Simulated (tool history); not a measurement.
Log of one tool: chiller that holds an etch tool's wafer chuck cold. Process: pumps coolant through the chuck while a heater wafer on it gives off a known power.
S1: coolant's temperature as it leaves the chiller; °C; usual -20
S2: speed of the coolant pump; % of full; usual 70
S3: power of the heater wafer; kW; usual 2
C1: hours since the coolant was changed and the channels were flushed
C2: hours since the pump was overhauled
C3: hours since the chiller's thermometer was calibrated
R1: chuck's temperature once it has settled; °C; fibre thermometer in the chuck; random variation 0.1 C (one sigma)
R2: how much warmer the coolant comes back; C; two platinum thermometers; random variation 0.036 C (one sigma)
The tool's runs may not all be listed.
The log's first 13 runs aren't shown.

run 14 hour=1100.8 | S1=-20 S2=70 S3=2 | C1=4774 C2=1893 C3=1408 | R1=2.7 R2=6.83
run 15 hour=1172.9 | S1=-20 S2=70 S3=2 | C1=4846 C2=1965 C3=1480 | R1=2.7 R2=6.85
run 16 hour=1259.6 | S1=-20 S2=70 S3=2 | C1=4933 C2=2052 C3=1567 | R1=2.8 R2=6.82
run 17 hour=1387.4 | S1=-11 S2=86 S3=2 | C1=5061 C2=2180 C3=1694 | R1=9.2 R2=5.54
run 18 hour=1492.4 | S1=-29 S2=65 S3=2.817 | C1=5166 C2=2285 C3=1800 | R1=5 R2=10.46
run 19 hour=1560.3 | S1=-29 S2=65 S3=2.817 | C1=5234 C2=2353 C3=1867 | R1=5 R2=10.43
run 20 hour=1627.4 | S1=-29 S2=65 S3=2.817 | C1=5301 C2=2420 C3=1935 | R1=5 R2=10.48
run 21 hour=1737.1 | S1=-18 S2=70 S3=2 | C1=5411 C2=2530 C3=2044 | R1=5.2 R2=6.88
run 22 hour=1803.7 | S1=-18 S2=70 S3=2 | C1=5477 C2=2596 C3=2111 | R1=5.2 R2=6.87
run 23 hour=1863.2 | S1=-13 S2=70 S3=1.134 | C1=5537 C2=2656 C3=2170 | R1=0.4 R2=3.89
run 24 hour=1953 | S1=-20 S2=81 S3=2 | C1=5627 C2=2746 C3=2260 | R1=1.6 R2=5.93
run 25 hour=2005.6 | S1=-28 S2=62 S3=2.47 | C1=5679 C2=2798 C3=2313 | R1=3.1 R2=9.63
run 26 hour=2129.5 | S1=-10 S2=70 S3=2.337 | C1=5803 C2=2922 C3=2437 | R1=17.4 R2=8.12
run 27 hour=2258.1 | S1=-20 S2=92 S3=1.505 | C1=5932 C2=3051 C3=2565 | R1=-5 R2=3.99
run 28 hour=2350.6 | S1=-20 S2=92 S3=1.505 | C1=6024 C2=3143 C3=2658 | R1=-4.8 R2=4.02
run 29 hour=2454.1 | S1=-21 S2=85 S3=1.667 | C1=6128 C2=3247 C3=2761 | R1=-3.3 R2=4.69
run 30 hour=2531.7 | S1=-21 S2=80 S3=1.667 | C1=6205 C2=3324 C3=2839 | R1=-2.6 R2=5.19
run 31 hour=2629.1 | S1=-20 S2=70 S3=2.179 | C1=6303 C2=3422 C3=2936 | R1=6 R2=7.59
run 32 hour=2719.4 | S1=-20 S2=70 S3=2.174 | C1=6393 C2=3512 C3=3026 | R1=6 R2=7.55

3 ways to go on from here, each from the tool as it stands after run 32. What would each give?
run A hour=2811.1 | S1=-15 S2=77 S3=2.41 | C1=6485 C2=3604 C3=3118 | R1=? R2=?
run B hour=2811.1 | S1=-20 S2=70 S3=2.983 | C1=6485 C2=3604 C3=3118 | R1=? R2=?
run C hour=2811.1 | S1=-10 S2=93 S3=1.895 | C1=6485 C2=3604 C3=3118 | R1=? R2=?

run=A R1=12.3 R2=7.65
run=B R1=15.9 R2=10.47
run=C R1=9 R2=5.02
Without the tool's hidden state the same runs would have given:
run=A R1=8.2 R2=7.24
run=B R1=10.7 R2=9.91
run=C R1=6.1 R2=4.75
